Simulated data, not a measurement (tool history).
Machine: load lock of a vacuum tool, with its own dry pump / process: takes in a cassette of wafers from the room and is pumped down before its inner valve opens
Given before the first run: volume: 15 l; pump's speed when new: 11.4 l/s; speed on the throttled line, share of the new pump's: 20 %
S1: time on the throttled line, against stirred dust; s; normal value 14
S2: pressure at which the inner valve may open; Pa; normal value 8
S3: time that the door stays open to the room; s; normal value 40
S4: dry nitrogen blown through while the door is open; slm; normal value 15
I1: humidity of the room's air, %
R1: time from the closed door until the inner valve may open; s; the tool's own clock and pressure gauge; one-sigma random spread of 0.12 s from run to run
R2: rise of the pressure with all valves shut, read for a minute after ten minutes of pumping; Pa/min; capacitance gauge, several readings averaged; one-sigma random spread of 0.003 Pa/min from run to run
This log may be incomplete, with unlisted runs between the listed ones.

run    hour  S1  S2   S3  S4    I1    R1     R2
  1       0  14   8   40  15  43.6  24.4  0.066
  2     151  14   8   40  15  43.2  24.4  0.065
  3   288.9  14   8   40  15  47.9  24.5  0.068
  4   370.6  14   8   40  15  46.9  24.4  0.074
  5   470.8  14   8   40  15  47.1  24.4  0.072
  6   540.4  14   8   40  27  44.5  24.3  0.068
  7     624  14   8   40  27  47.5  24.8  0.068
  8   772.1  14   8   40  27    46  24.4   0.06
  9   863.2  14   8   40  10  43.7  24.6   0.08
 10   984.1  14   8   40  10  44.5  24.6  0.087
 11  1070.7  14  11  105  15  44.6    24  0.099
 12  1196.9  14  11  105  15  46.8  24.3  0.095
 13  1264.3  14   8  108   5  44.1  24.7  0.126
 14  1327.1  14   6   40   5  43.6    25  0.106
 15  1475.2  11   7  140   6  45.8  22.4  0.133
 16  1536.3  12  12  188   5  46.1  22.4  0.147
 17  1611.4  17   6   40  15  44.4  27.5   0.08
 18  1690.7  10   8   40  20  47.2  21.8   0.08
 19  1768.5  10   9   40  20  42.9  21.4  0.077

4 options for the next run, each taken on its own from the tool as it stands now. Forecast them:
  A  1856.4  14  14   78  32  45.2   ?   ?
  B  1856.4  10   7  223  20  43.9   ?   ?
  C  1856.4  27   8   40  15  43.8   ?   ?
  D  1856.4  17   9   40  20  48.1   ?   ?

run    R1     R2
  A  23.9  0.077
  B  21.9    0.1
  C  34.8  0.087
  D  26.9  0.084
Stripped of hidden state, with their random variation kept, the same runs would have yielded:
run    R1     R2
  A  22.9  0.031
  B  20.7  0.053
  C    34  0.041
  D  25.9  0.038
